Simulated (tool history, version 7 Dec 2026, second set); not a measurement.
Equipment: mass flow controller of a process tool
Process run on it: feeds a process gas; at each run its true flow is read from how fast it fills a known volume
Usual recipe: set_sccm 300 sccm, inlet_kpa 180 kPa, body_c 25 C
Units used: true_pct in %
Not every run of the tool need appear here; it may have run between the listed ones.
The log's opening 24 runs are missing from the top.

run      day  set_sccm  inlet_kpa  body_c  true_pct
 25   83.404       152        180      25     97.49
 26   85.558        94        158      37     96.18
 27   88.762       132        159      22     97.36
 28   93.454       300        262      22     98.26
 29   97.062       150        154      25     97.46
 30  101.212       166        185      27     97.27
 31  105.617       166        185      27     97.35
 32  108.196       300        152      26     98.42
 33  112.483       300        180      31     98.14
 34  114.742       194        265      25     97.08
 35  117.146       194        265      25     97.07
 36  120.958       194        265      25     97.04
 37  124.888       194        265      25     96.96
 38  127.917        92        195      21     96.17
 39  130.392        92        195      21     96.09
 40    134.2        92        195      21     95.92
 41  138.517       300        180      25     98.26
 42  140.738        54        260      21     93.98
 43  143.346       317        191      23     98.25
 44  147.488       187        145      27     97.21
 45  149.646       187        145      27     97.21
 46  151.662       187        145      27     97.12
 47  154.567       187        145      27     97.18

Consider 5 possible next runs. They are alternatives, not a sequence: every one starts from the tool as it was left by run 47. What does each give?
  A  156.642       187        145      31         ?
  B  156.642       141        224      31         ?
  C  156.642       374        258      21         ?
  D  156.642       142        226      35         ?
  E  156.642       246        218      27         ?

run  true_pct
  A     97.14
  B     95.89
  C     98.23
  D     95.75
  E     97.34
Without the tool's unlogged condition, the same runs would have read:
run  true_pct
  A     98.61
  B      97.7
  C     99.19
  D     97.54
  E     98.56
